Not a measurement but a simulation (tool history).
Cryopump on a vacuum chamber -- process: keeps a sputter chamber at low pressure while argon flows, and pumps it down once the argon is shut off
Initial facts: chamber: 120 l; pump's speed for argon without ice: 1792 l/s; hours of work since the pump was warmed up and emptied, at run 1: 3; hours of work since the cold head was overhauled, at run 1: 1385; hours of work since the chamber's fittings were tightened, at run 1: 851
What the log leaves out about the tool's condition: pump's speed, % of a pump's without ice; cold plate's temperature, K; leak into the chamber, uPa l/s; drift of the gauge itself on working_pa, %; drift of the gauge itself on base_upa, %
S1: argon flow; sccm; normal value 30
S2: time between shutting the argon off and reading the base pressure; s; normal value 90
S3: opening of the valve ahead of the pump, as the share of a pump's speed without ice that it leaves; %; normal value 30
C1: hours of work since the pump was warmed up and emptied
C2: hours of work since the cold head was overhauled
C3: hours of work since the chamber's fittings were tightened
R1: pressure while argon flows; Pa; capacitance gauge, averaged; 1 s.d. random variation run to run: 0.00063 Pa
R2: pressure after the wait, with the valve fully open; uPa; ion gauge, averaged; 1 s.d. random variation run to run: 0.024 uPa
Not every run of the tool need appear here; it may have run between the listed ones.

run 1 hour=0.0 | S1=30 S2=90 S3=30 | C1=3 C2=1385 C3=851 | R1=0.0951 R2=1.23
run 2 hour=28.2 | S1=30 S2=90 S3=30 | C1=26 C2=1408 C3=874 | R1=0.0937 R2=1.29
run 3 hour=74.8 | S1=30 S2=90 S3=58 | C1=63 C2=1446 C3=912 | R1=0.0501 R2=1.28
run 4 hour=117.3 | S1=30 S2=90 S3=58 | C1=98 C2=1480 C3=946 | R1=0.0501 R2=1.30
run 5 hour=146.5 | S1=30 S2=90 S3=58 | C1=122 C2=1504 C3=970 | R1=0.0504 R2=1.32
run 6 hour=185.9 | S1=30 S2=90 S3=58 | C1=153 C2=1536 C3=1002 | R1=0.0515 R2=1.34
run 7 hour=232.3 | S1=23 S2=103 S3=58 | C1=191 C2=1573 C3=1039 | R1=0.0397 R2=1.27
run 8 hour=262.4 | S1=39 S2=218 S3=58 | C1=215 C2=1597 C3=1064 | R1=0.0680 R2=1.03
run 9 hour=306.4 | S1=53 S2=33 S3=23 | C1=251 C2=1633 C3=1099 | R1=0.2249 R2=2.56
run 10 hour=353.7 | S1=53 S2=33 S3=23 | C1=289 C2=1671 C3=1138 | R1=0.2257 R2=2.67
run 11 hour=373.7 | S1=13 S2=162 S3=30 | C1=306 C2=1688 C3=1154 | R1=0.0427 R2=1.16

Consider 4 possible next runs. They are alternatives, not a sequence: every one starts from the tool as it was left by run 11. What does each give?
run A hour=416.0 | S1=13 S2=72 S3=30 | C1=340 C2=1722 C3=1188 | R1=? R2=?
run B hour=416.0 | S1=20 S2=103 S3=29 | C1=340 C2=1722 C3=1188 | R1=? R2=?
run C hour=416.0 | S1=14 S2=90 S3=30 | C1=340 C2=1722 C3=1188 | R1=? R2=?
run D hour=416.0 | S1=30 S2=46 S3=30 | C1=340 C2=1722 C3=1188 | R1=? R2=?

run=A R1=0.0447 R2=1.66
run=B R1=0.0696 R2=1.43
run=C R1=0.0455 R2=1.53
run=D R1=0.0992 R2=2.20
With the hidden condition removed and each run's random variation left untouched, the same runs would have given:
run=A R1=0.0423 R2=1.04
run=B R1=0.0660 R2=0.81
run=C R1=0.0430 R2=0.89
run=D R1=0.0938 R2=1.57
